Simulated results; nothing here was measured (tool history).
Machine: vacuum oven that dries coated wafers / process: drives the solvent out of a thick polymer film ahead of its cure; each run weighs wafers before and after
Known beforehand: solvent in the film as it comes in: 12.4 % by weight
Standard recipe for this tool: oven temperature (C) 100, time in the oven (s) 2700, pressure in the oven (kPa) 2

run	hour	oven temperature (C)	time in the oven (s)	pressure in the oven (kPa)	solvent left in the film (%)
1	0	100	2700	2	3.57
2	116.7	100	2700	2	3.58
3	216.9	100	2700	1.25	2.67
# hour 301: oven's thermocouples calibrated
4	341.4	100	1980	2	4.55
5	456.6	100	2700	2	4.09
6	536.4	100	2700	2.31	4.44
7	606.8	100	2700	2.31	4.51
8	710.2	100	2700	2.31	4.51
# hour 721.9: vacuum gauge cleaned of residue and calibrated
9	779.1	100	2700	2.31	4.66
10	868.9	100	2700	2.31	4.68
# hour 922.5: vacuum gauge cleaned of residue and calibrated, once more
11	941.5	101	2700	2	3.06
12	1001.2	100	2700	2.26	3.58
13	1119.8	93	2700	2	4.76
14	1194.8	93	2700	2	4.81
15	1255.6	93	2700	2	4.78
16	1329.9	103	4500	2	2.54
17	1413.1	109	2700	4.62	4.93
18	1469.9	108	2520	3.35	3.67
19	1559.7	100	1680	1.95	3.94
20	1654.9	100	2700	1.2	2.24
21	1706.2	109	3900	2	2.17

Predict the results of run 22:
22	1762.1	100	2700	4.68	?

Run 22 came out at solvent left in the film (%) 6.84.
With the hidden condition absent and the run-to-run variation left alone, this run would have shown solvent left in the film (%) 6.9.
